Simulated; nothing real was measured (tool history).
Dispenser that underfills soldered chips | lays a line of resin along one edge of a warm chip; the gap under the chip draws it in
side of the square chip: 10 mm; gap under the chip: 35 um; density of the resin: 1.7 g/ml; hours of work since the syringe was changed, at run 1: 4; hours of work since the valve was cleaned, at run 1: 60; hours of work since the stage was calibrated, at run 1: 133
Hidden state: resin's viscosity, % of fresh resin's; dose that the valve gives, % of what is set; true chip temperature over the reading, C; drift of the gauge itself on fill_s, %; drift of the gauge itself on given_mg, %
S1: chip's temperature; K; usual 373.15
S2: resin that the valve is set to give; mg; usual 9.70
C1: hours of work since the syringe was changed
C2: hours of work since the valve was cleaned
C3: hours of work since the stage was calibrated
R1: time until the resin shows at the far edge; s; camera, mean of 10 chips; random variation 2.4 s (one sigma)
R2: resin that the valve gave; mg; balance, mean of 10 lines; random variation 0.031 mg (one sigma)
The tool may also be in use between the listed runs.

run 1 hour=0.0 | S1=373.15 S2=9.70 | C1=4 C2=60 C3=133 | R1=267.3 R2=9.38
-- hour=9.3 new syringe of resin
run 2 hour=9.6 | S1=373.15 S2=9.70 | C1=0 C2=66 C3=139 | R1=235.8 R2=9.34
run 3 hour=18.7 | S1=373.15 S2=9.70 | C1=6 C2=72 C3=145 | R1=276.4 R2=9.33
run 4 hour=23.5 | S1=383.15 S2=9.70 | C1=9 C2=75 C3=148 | R1=216.3 R2=9.34
-- hour=25.2 new syringe of resin
run 5 hour=29.8 | S1=383.15 S2=9.70 | C1=3 C2=79 C3=152 | R1=184.5 R2=9.29
run 6 hour=34.1 | S1=383.15 S2=9.70 | C1=6 C2=82 C3=155 | R1=201.6 R2=9.26
run 7 hour=39.6 | S1=383.15 S2=9.70 | C1=9 C2=86 C3=158 | R1=224.4 R2=9.17
-- hour=41.1 new syringe of resin
-- hour=44.1 dispensing valve cleaned and set on the balance
run 8 hour=49.0 | S1=383.15 S2=9.70 | C1=4 C2=3 C3=164 | R1=191.7 R2=9.63
run 9 hour=55.8 | S1=383.15 S2=9.70 | C1=9 C2=8 C3=168 | R1=218.5 R2=9.58
-- hour=58.2 new syringe of resin
run 10 hour=64.7 | S1=383.15 S2=9.70 | C1=4 C2=13 C3=173 | R1=190.8 R2=9.58
-- hour=74.2 new syringe of resin
run 11 hour=74.2 | S1=383.15 S2=9.70 | C1=0 C2=19 C3=179 | R1=161.8 R2=9.56
run 12 hour=80.4 | S1=361.15 S2=9.70 | C1=4 C2=23 C3=183 | R1=397.7 R2=9.51
run 13 hour=84.8 | S1=361.15 S2=9.70 | C1=7 C2=26 C3=186 | R1=437.3 R2=9.49
-- hour=89.8 new syringe of resin
run 14 hour=92.9 | S1=361.15 S2=9.70 | C1=2 C2=31 C3=191 | R1=387.1 R2=9.49
run 15 hour=100.6 | S1=361.15 S2=9.70 | C1=7 C2=36 C3=196 | R1=448.9 R2=9.51
-- hour=106.0 new syringe of resin
run 16 hour=109.2 | S1=361.15 S2=9.70 | C1=2 C2=41 C3=202 | R1=376.3 R2=9.47
run 17 hour=117.0 | S1=373.15 S2=9.70 | C1=7 C2=46 C3=207 | R1=290.0 R2=9.48
-- hour=121.8 new syringe of resin
run 18 hour=125.4 | S1=361.15 S2=9.70 | C1=2 C2=51 C3=212 | R1=383.0 R2=9.36
run 19 hour=134.9 | S1=361.15 S2=9.70 | C1=8 C2=58 C3=218 | R1=459.8 R2=9.40
-- hour=137.5 new syringe of resin
run 20 hour=145.4 | S1=361.15 S2=9.70 | C1=5 C2=64 C3=225 | R1=418.8 R2=9.33
-- hour=153.3 new syringe of resin
run 21 hour=156.0 | S1=379.15 S2=9.07 | C1=2 C2=71 C3=231 | R1=200.3 R2=8.70
run 22 hour=162.8 | S1=366.15 S2=11.52 | C1=6 C2=75 C3=236 | R1=352.8 R2=10.99
run 23 hour=168.2 | S1=373.15 S2=9.51 | C1=10 C2=79 C3=239 | R1=311.1 R2=9.11
-- hour=169.1 new syringe of resin
run 24 hour=174.1 | S1=375.15 S2=9.56 | C1=3 C2=82 C3=243 | R1=237.2 R2=9.06
-- hour=183.3 dispensing valve cleaned and set on the balance
run 25 hour=184.8 | S1=360.15 S2=10.47 | C1=9 C2=1 C3=249 | R1=479.5 R2=10.46
-- hour=186.0 new syringe of resin
run 26 hour=189.4 | S1=373.15 S2=8.72 | C1=2 C2=4 C3=252 | R1=251.3 R2=8.68
run 27 hour=199.4 | S1=360.15 S2=9.40 | C1=9 C2=10 C3=258 | R1=482.0 R2=9.33
-- hour=201.6 new syringe of resin
run 28 hour=208.1 | S1=365.15 S2=9.40 | C1=4 C2=16 C3=264 | R1=343.5 R2=9.35
run 29 hour=212.6 | S1=383.15 S2=11.34 | C1=7 C2=19 C3=266 | R1=202.4 R2=11.22
-- hour=217.6 new syringe of resin
run 30 hour=221.2 | S1=387.15 S2=12.07 | C1=2 C2=24 C3=272 | R1=153.2 R2=11.90
run 31 hour=230.2 | S1=387.15 S2=12.07 | C1=8 C2=30 C3=278 | R1=182.1 R2=11.85
-- hour=233.7 new syringe of resin
run 32 hour=238.3 | S1=378.15 S2=10.92 | C1=3 C2=35 C3=283 | R1=211.5 R2=10.70
run 33 hour=243.3 | S1=380.15 S2=10.69 | C1=6 C2=38 C3=286 | R1=219.8 R2=10.46
-- hour=249.8 new syringe of resin
run 34 hour=251.1 | S1=384.15 S2=12.10 | C1=1 C2=43 C3=291 | R1=156.4 R2=11.80
run 35 hour=257.6 | S1=384.15 S2=12.10 | C1=5 C2=47 C3=295 | R1=177.7 R2=11.74

Some steps in R1 between neighbouring runs. How much of each would the tool show without its hidden state too (settings, what came in, random variation), and how much is left for the hidden state, with any gauge scatter that isn't in both results?
Run 11 -> 12: S1 383.15 -> 361.15. R1 +235.9 s: hidden state +42.1, all else +193.8.
Run 24 -> 25: S1 375.15 -> 360.15, S2 9.56 -> 10.47, dispensing valve cleaned and set on the balance. R1 +242.3 s: hidden state +91.8, all else +150.5.
Run 25 -> 26: S1 360.15 -> 373.15, S2 10.47 -> 8.72, new syringe of resin. R1 -228.2 s: hidden state -97.9, all else -130.3.
Run 26 -> 27: S1 373.15 -> 360.15, S2 8.72 -> 9.40. R1 +230.7 s: hidden state +92.5, all else +138.2.

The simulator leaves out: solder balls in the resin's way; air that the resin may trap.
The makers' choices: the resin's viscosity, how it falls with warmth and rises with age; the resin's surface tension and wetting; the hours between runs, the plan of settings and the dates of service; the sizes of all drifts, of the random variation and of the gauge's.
